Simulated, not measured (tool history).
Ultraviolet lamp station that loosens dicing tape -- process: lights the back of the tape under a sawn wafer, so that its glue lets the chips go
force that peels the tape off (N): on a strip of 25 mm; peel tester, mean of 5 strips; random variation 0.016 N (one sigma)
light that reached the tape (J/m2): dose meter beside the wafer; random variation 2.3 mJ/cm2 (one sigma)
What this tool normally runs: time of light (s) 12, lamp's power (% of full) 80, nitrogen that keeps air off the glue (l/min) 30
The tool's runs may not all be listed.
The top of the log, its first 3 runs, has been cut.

run   hour  time of light (s)  lamp's power (% of full)  nitrogen that keeps air off the glue (l/min)  force that peels the tape off (N)  light that reached the tape (J/m2)
  4   23.2                 12                        80                                            30                               1.08                                1920
  5   31.3                 12                        80                                            30                              1.104                                1960
  6   45.1                  6                        80                                            30                              3.203                                 930
  7   51.9                  6                        80                                            30                              3.092                                 930
  8   63.3                  6                        80                                            30                              3.294                                 970
  9   75.8                  6                        80                                            30                              3.367                                 930
 10   88.1                  6                        80                                            30                              3.199                                 920
 11   98.5                  6                        80                                            30                              3.284                                 930
 12  108.4                  6                        80                                            30                              3.305                                 900
 13  119.4                 12                        80                                            30                              1.227                                1860
 14  131.9                 12                        80                                            30                               1.21                                1850
 15  142.5                 12                        80                                            30                              1.224                                1830
 16  150.8                 12                        80                                            30                              1.208                                1800
 17  160.6                 12                        80                                            30                              1.265                                1760
 18  172.5                 12                        80                                            30                              1.257                                1850
 19  186.4                 12                        80                                            30                              1.278                                1770
 20  194.6                 12                        80                                            30                              1.285                                1820
 21  208.3                  6                        73                                            53                              3.071                                 820
 22  220.8                 18                        92                                            12                              0.975                                3050
 23  229.8                 12                        80                                            35                              1.155                                1740
 24  239.9                 16                        89                                            19                              0.883                                2590
 25  250.2                 16                        89                                            19                              0.919                                2600
 26  263.9                 17                        63                                            15                              1.831                                1920
 27  270.4                 19                        74                                            17                              1.077                                2510

Run 28 has not been measured yet. What should we expect?
 28  277.1                 12                        84                                            30                                  ?                                   ?

{"run 28": {"force that peels the tape off (N)": 1.279, "light that reached the tape (J/m2)": 1800}}
With the hidden condition absent and the run-to-run variation left alone, this run would have shown force that peels the tape off (N) 0.693, light that reached the tape (J/m2) 2440.
